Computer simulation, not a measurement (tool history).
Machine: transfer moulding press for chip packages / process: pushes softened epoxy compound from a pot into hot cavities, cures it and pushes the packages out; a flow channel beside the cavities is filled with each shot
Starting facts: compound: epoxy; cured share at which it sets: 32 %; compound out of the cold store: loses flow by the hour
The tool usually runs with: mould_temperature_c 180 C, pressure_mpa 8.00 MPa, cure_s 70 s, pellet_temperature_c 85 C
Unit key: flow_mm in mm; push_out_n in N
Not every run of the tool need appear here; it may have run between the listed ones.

run,day,mould_temperature_c,pressure_mpa,cure_s,pellet_temperature_c,incoming compound's hours out of the cold store,flow_mm,push_out_n
1,0.000,180,8.00,70,85,31.3,478,1264
# day 0.233: cavities cleaned with cleaning compound and waxed
2,0.517,180,8.00,70,85,31.3,480,986
3,0.846,180,8.00,70,85,28.1,491,1144
4,1.200,180,8.00,70,85,30.2,489,1251
# day 1.358: cavities cleaned with cleaning compound and waxed
5,1.742,180,8.00,70,85,20.1,511,1101
# day 1.921: plunger's sealing rings changed
6,2.367,176,8.00,70,85,45.8,482,1561
# day 2.604: cavities cleaned with cleaning compound and waxed
7,2.771,176,8.00,70,85,20.8,563,1349
8,3.008,176,8.00,70,85,14.1,590,1573
9,3.279,176,8.00,70,85,16.4,575,1733
# day 3.729: cavities cleaned with cleaning compound and waxed
10,3.808,176,8.00,70,85,29.1,542,1260
11,4.108,180,8.00,80,85,31.9,508,717
12,4.517,180,8.00,80,85,39.7,480,845
# day 4.842: cavities cleaned with cleaning compound and waxed
13,5.008,180,8.00,80,85,14.5,570,747
14,5.271,180,8.00,80,85,14.1,568,853
15,5.721,172,8.00,70,78,16.9,569,2327
# day 5.979: cavities cleaned with cleaning compound and waxed
16,6.004,172,8.00,70,78,8.4,598,1687
17,6.371,179,8.00,70,85,44.0,479,1073
18,6.846,179,8.00,70,85,24.9,523,1321
# day 7.092: cavities cleaned with cleaning compound and waxed
19,7.396,178,8.00,75,85,33.7,508,962
20,7.796,178,8.00,75,85,24.9,527,1188
# day 8.221: cavities cleaned with cleaning compound and waxed
21,8.379,178,8.00,96,76,12.1,564,590
22,8.825,178,8.00,96,76,20.9,535,702
23,9.167,176,7.77,96,90,25.7,516,804
# day 9.367: cavities cleaned with cleaning compound and waxed
24,9.571,182,8.00,70,85,17.6,529,887
25,9.900,186,7.12,108,91,13.4,508,574
26,10.362,173,6.58,53,81,44.3,427,3007

For run 27, what comes out?
# day 10.500: cavities cleaned with cleaning compound and waxed
27,10.850,176,6.66,53,86,18.0,?,?

{"run 27": {"flow_mm": 487, "push_out_n": 2602}}
The same run, on a tool lacking any hidden state, would have yielded flow_mm 524 mm, push_out_n 2194 N.

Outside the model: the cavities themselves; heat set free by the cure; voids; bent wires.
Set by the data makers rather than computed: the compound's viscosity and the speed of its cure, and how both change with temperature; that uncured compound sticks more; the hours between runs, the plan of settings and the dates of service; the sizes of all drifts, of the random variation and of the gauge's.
